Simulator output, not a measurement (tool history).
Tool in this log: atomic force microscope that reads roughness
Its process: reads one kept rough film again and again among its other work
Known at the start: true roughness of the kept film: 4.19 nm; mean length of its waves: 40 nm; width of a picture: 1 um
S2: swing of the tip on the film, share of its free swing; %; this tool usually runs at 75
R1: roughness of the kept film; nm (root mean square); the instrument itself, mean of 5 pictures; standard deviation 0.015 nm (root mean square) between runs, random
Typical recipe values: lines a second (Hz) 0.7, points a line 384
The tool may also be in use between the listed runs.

{"run": 1, "hour": 0.0, "lines a second (Hz)": 0.7, "S2": 75, "points a line": 384, "R1": 3.607}
{"run": 2, "hour": 15.9, "lines a second (Hz)": 0.7, "S2": 75, "points a line": 384, "R1": 3.493}
{"run": 3, "hour": 43.4, "lines a second (Hz)": 0.7, "S2": 75, "points a line": 384, "R1": 3.345}
{"run": 4, "hour": 69.2, "lines a second (Hz)": 0.7, "S2": 75, "points a line": 384, "R1": 3.241}
{"run": 5, "hour": 89.7, "lines a second (Hz)": 0.7, "S2": 75, "points a line": 384, "R1": 3.159}
{"run": 6, "hour": 102.9, "lines a second (Hz)": 2.3, "S2": 75, "points a line": 384, "R1": 2.881}
{"run": 7, "hour": 115.0, "lines a second (Hz)": 2.3, "S2": 75, "points a line": 384, "R1": 2.838}
{"run": 8, "hour": 128.7, "lines a second (Hz)": 2.3, "S2": 75, "points a line": 384, "R1": 2.775}
{"run": 9, "hour": 156.4, "lines a second (Hz)": 2.3, "S2": 75, "points a line": 384, "R1": 2.667}
{"run": 10, "hour": 174.0, "lines a second (Hz)": 0.7, "S2": 75, "points a line": 384, "R1": 3.581}
{"run": 11, "hour": 191.0, "lines a second (Hz)": 0.7, "S2": 75, "points a line": 717, "R1": 3.51}
{"run": 12, "hour": 207.2, "lines a second (Hz)": 0.7, "S2": 70, "points a line": 384, "R1": 3.431}
{"run": 13, "hour": 220.3, "lines a second (Hz)": 0.7, "S2": 70, "points a line": 384, "R1": 3.346}
{"run": 14, "hour": 247.2, "lines a second (Hz)": 0.7, "S2": 70, "points a line": 384, "R1": 3.255}
{"run": 15, "hour": 261.7, "lines a second (Hz)": 0.7, "S2": 70, "points a line": 384, "R1": 3.175}
{"run": 16, "hour": 280.5, "lines a second (Hz)": 0.7, "S2": 70, "points a line": 384, "R1": 3.098}
{"run": 17, "hour": 294.5, "lines a second (Hz)": 0.7, "S2": 70, "points a line": 384, "R1": 3.049}
{"run": 18, "hour": 309.0, "lines a second (Hz)": 0.7, "S2": 75, "points a line": 384, "R1": 2.958}
{"run": 19, "hour": 334.9, "lines a second (Hz)": 0.7, "S2": 57, "points a line": 599, "R1": 2.972}
{"run": 20, "hour": 360.9, "lines a second (Hz)": 0.7, "S2": 57, "points a line": 599, "R1": 3.567}
{"run": 21, "hour": 379.6, "lines a second (Hz)": 0.811, "S2": 56, "points a line": 384, "R1": 3.469}
{"run": 22, "hour": 391.9, "lines a second (Hz)": 3.801, "S2": 79, "points a line": 384, "R1": 2.743}
{"run": 23, "hour": 412.3, "lines a second (Hz)": 3.617, "S2": 74, "points a line": 321, "R1": 2.809}
{"run": 24, "hour": 437.9, "lines a second (Hz)": 2.666, "S2": 67, "points a line": 455, "R1": 3.01}
{"run": 25, "hour": 454.2, "lines a second (Hz)": 2.666, "S2": 67, "points a line": 809, "R1": 2.958}
{"run": 26, "hour": 473.8, "lines a second (Hz)": 0.795, "S2": 67, "points a line": 384, "R1": 3.065}
{"run": 27, "hour": 501.0, "lines a second (Hz)": 3.909, "S2": 84, "points a line": 364, "R1": 2.256}
{"run": 28, "hour": 515.4, "lines a second (Hz)": 0.7, "S2": 75, "points a line": 316, "R1": 3.633}
{"run": 29, "hour": 538.8, "lines a second (Hz)": 3.001, "S2": 68, "points a line": 452, "R1": 3.285}
{"run": 30, "hour": 564.4, "lines a second (Hz)": 3.001, "S2": 65, "points a line": 733, "R1": 3.233}
{"run": 31, "hour": 578.9, "lines a second (Hz)": 0.7, "S2": 84, "points a line": 431, "R1": 3.226}
{"run": 32, "hour": 592.3, "lines a second (Hz)": 0.7, "S2": 84, "points a line": 431, "R1": 3.187}
{"run": 33, "hour": 607.9, "lines a second (Hz)": 0.7, "S2": 65, "points a line": 318, "R1": 3.223}
{"run": 34, "hour": 631.0, "lines a second (Hz)": 0.592, "S2": 79, "points a line": 384, "R1": 3.08}
{"run": 35, "hour": 654.2, "lines a second (Hz)": 0.7, "S2": 61, "points a line": 384, "R1": 3.038}

Withheld: 5 entries from between the runs. Position of each, and hidden state at the listed run before versus the listed run after:
In the gap between runs 9 and 10: new tip fitted (hour 167.4)
  radius of the tip, nm: 36.3 -> 11.2; height scale over the true one, %: -0.51 -> -0.52
  measured result minus the result with no hidden state, R1: -0.674 -> -0.059 nm (root mean square)
In the gap between runs 18 and 19: height scale calibrated on a step standard (hour 312)
  radius of the tip, nm: 33.2 -> 37.3; height scale over the true one, %: -0.63 -> -0.79
  measured result minus the result with no hidden state, R1: -0.667 -> -0.792 nm (root mean square)
In the gap between runs 19 and 20: new tip fitted (hour 341)
  radius of the tip, nm: 37.3 -> 13.8; height scale over the true one, %: -0.79 -> -0.82
  measured result minus the result with no hidden state, R1: -0.792 -> -0.159 nm (root mean square)
In the gap between runs 23 and 24: height scale calibrated on a step standard, once more (hour 435.7)
  radius of the tip, nm: 21.7 -> 25.5; height scale over the true one, %: -0.85 -> -0.05
  measured result minus the result with no hidden state, R1: -0.335 -> -0.438 nm (root mean square)
In the gap between runs 27 and 28: new tip fitted (hour 514.5)
  radius of the tip, nm: 35.9 -> 10.2; height scale over the true one, %: -0.09 -> -0.1
  measured result minus the result with no hidden state, R1: -0.549 -> -0.011 nm (root mean square)
